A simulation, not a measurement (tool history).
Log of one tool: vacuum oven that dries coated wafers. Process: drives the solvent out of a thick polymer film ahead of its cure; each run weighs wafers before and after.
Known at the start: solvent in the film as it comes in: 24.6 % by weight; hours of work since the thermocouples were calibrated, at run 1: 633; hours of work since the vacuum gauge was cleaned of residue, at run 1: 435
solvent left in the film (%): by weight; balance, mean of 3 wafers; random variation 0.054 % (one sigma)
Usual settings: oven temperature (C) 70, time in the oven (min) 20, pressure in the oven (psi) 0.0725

| run | hour | oven temperature (C) | time in the oven (min) | pressure in the oven (psi) | hours of work since the thermocouples were calibrated | hours of work since the vacuum gauge was cleaned of residue | solvent left in the film (%) |
|---|---|---|---|---|---|---|---|
| 1 | 0.0 | 70 | 20 | 0.0725 | 633 | 435 | 2.08 |
| 2 | 12.0 | 70 | 20 | 0.2432 | 640 | 442 | 3.17 |
| 3 | 28.4 | 70 | 18 | 0.0725 | 649 | 451 | 2.62 |
| 4 | 40.2 | 84 | 18 | 0.0725 | 656 | 457 | 0.49 |
| 5 | 55.7 | 70 | 20 | 0.0725 | 665 | 466 | 2.15 |
| 6 | 70.5 | 70 | 26 | 0.0725 | 673 | 475 | 1.37 |
| 7 | 79.1 | 70 | 26 | 0.0725 | 678 | 479 | 1.17 |
|  | 83.6 | oven's thermocouples calibrated |
| 8 | 96.6 | 70 | 26 | 0.0725 | 7 | 488 | 1.22 |
| 9 | 107.5 | 70 | 26 | 0.0725 | 13 | 494 | 1.24 |
| 10 | 125.3 | 70 | 26 | 0.0725 | 24 | 504 | 1.30 |
| 11 | 138.8 | 64 | 20 | 0.0725 | 31 | 512 | 3.96 |
| 12 | 149.0 | 70 | 20 | 0.0857 | 37 | 518 | 2.19 |
| 13 | 163.8 | 59 | 20 | 0.2756 | 45 | 526 | 7.50 |
| 14 | 176.4 | 59 | 20 | 0.2756 | 52 | 533 | 7.48 |
| 15 | 191.7 | 58 | 21 | 0.0631 | 61 | 542 | 5.91 |
| 16 | 200.6 | 58 | 21 | 0.0631 | 66 | 547 | 5.97 |
| 17 | 210.4 | 79 | 24 | 0.0405 | 72 | 552 | 0.39 |
| 18 | 221.1 | 79 | 31 | 0.0437 | 78 | 558 | 0.28 |
| 19 | 231.3 | 79 | 31 | 0.0437 | 83 | 564 | 0.17 |
| 20 | 242.7 | 79 | 31 | 0.0437 | 90 | 571 | 0.22 |
| 21 | 261.2 | 74 | 22 | 0.1878 | 100 | 581 | 1.65 |
| 22 | 275.3 | 74 | 22 | 0.1339 | 108 | 589 | 1.30 |
| 23 | 289.4 | 76 | 22 | 0.1339 | 116 | 597 | 1.15 |

5 ways to go on from here, each from the tool as it stands after run 23. What would each give?
| A | 309.0 | 76 | 10 | 0.1339 | 127 | 608 | ? |
| B | 309.0 | 76 | 17 | 0.1339 | 127 | 608 | ? |
| C | 309.0 | 76 | 22 | 0.2165 | 127 | 608 | ? |
| D | 309.0 | 70 | 20 | 0.0651 | 127 | 608 | ? |
| E | 309.0 | 69 | 14 | 0.2067 | 127 | 608 | ? |

| run | solvent left in the film (%) |
|---|---|
| A | 4.21 |
| B | 1.77 |
| C | 1.48 |
| D | 2.05 |
| E | 5.06 |
Without the tool's hidden state the same runs would have given:
| run | solvent left in the film (%) |
|---|---|
| A | 4.20 |
| B | 1.77 |
| C | 1.48 |
| D | 2.04 |
| E | 5.06 |

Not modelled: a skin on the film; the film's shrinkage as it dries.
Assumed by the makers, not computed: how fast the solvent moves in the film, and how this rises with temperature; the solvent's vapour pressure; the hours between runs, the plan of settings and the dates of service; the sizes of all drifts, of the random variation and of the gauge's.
